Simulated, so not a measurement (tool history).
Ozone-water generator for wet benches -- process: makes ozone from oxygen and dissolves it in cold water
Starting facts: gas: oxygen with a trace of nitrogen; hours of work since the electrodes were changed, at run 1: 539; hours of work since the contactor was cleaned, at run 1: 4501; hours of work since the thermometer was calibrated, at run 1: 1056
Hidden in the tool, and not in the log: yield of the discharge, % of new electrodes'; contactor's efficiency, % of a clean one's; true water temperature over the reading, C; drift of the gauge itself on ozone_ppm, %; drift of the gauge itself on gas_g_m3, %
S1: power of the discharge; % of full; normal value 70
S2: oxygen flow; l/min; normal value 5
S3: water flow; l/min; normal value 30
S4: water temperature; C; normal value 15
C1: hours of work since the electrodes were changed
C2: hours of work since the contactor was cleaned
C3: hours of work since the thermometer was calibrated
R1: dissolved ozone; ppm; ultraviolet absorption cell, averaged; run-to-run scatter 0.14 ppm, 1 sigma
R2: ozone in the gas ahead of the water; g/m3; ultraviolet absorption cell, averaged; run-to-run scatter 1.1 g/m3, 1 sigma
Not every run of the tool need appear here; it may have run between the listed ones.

run    hour  S1    S2  S3  S4    C1    C2    C3    R1     R2
  1       0  70     5  30  15   539  4501  1056  16.4    190
  2    68.7  70     5  30  15   603  4565  1120  16.2  189.3
  3   160.8  70     5  30  15   689  4651  1206  16.2  190.7
  4     219  69     5  30  15   744  4705  1260  15.8  189.1
  5   276.4  70     5  30  15   797  4759  1314  16.3  188.9
  6   334.7  70     5  30  15   852  4813  1369  16.1  188.7
  7   453.1  70  7.96  30  15   962  4924  1479  17.2  152.6
  8   518.3  70  7.96  30  15  1023  4985  1540  17.2  151.8
  9   587.3  70  7.96  30  15  1088  5049  1605  17.1  152.6
 10   713.4  70     5  35  15  1206  5167  1722  14.1  190.8
 11   836.3  52     5  30  15  1320  5282  1837  12.9    158
 12   929.9  70     5  18  15  1408  5369  1925  24.1  193.8
 13   995.2  70     5  30  15  1469  5430  1986  15.9  191.4
 14  1059.9  70     5  30  15  1529  5491  2046    16  193.3
 15  1121.4  70     5  30  15  1587  5548  2103  16.1  191.6
 16  1224.6  70     5  34  15  1683  5645  2200  14.5  192.6
 17  1331.4  60  3.16  48  19  1783  5745  2300     8  216.4
 18  1455.2  46  3.96  38  19  1899  5860  2415   8.8  160.1
 19    1555  46  3.96  38  19  1992  5953  2509     9  160.8
 20  1681.1  46  3.96  38  19  2110  6071  2626   9.2  162.9
 21  1767.4  41  5.88  47   8  2190  6152  2707   8.3  121.5
 22  1853.5  41  5.88  19  10  2271  6232  2787  17.2  122.7
 23  1953.2  70  8.49  30  14  2364  6325  2881  17.5  148.9
 24  2009.8  51     5  30  15  2417  6378  2933    13  156.4
 25  2127.3  70     5  30  12  2526  6488  3043  16.7  193.2
 26    2225  70     5  30  12  2618  6579  3135  16.6  192.9
 27  2287.2  65     5  36  15  2676  6637  3193  13.1    186
 28  2393.3  70     5  18  15  2775  6737  3292  23.9  195.4
 29  2452.3  52     5  41   7  2830  6792  3347  10.6  158.2
 30  2571.7  63     5  30   8  2942  6903  3458  16.1  181.8
     2669.6  -- gauge calibrated
 31  2685.5  63     5  27  10  3048  7010  3565  17.2  175.2

A few steps of R2 between consecutive runs. Split each: what settings, incoming material and random variation would produce without the hidden state, and what is left over for the hidden state, along with gauge scatter present in only one of the two compared results (measured, and without hidden state):
Run 9 -> 10: S2 7.96 -> 5, S3 30 -> 35. R2 +38.2 g/m3: hidden state +0.5, all else +37.7.
Run 17 -> 18: S1 60 -> 46, S2 3.16 -> 3.96, S3 48 -> 38. R2 -56.3 g/m3: hidden state -0.5, all else -55.8.
Run 20 -> 21: S1 46 -> 41, S2 3.96 -> 5.88, S3 38 -> 47, S4 19 -> 8. R2 -41.4 g/m3: hidden state -0.6, all else -40.8.
Run 24 -> 25: S1 51 -> 70, S4 15 -> 12. R2 +36.8 g/m3: hidden state +1, all else +35.8.
Run 28 -> 29: S1 70 -> 52, S3 18 -> 41, S4 15 -> 7. R2 -37.2 g/m3: hidden state -0.9, all else -36.3.
Run 30 -> 31: S3 30 -> 27, S4 8 -> 10, gauge calibrated. R2 -6.6 g/m3: hidden state -5.1, all else -1.5.

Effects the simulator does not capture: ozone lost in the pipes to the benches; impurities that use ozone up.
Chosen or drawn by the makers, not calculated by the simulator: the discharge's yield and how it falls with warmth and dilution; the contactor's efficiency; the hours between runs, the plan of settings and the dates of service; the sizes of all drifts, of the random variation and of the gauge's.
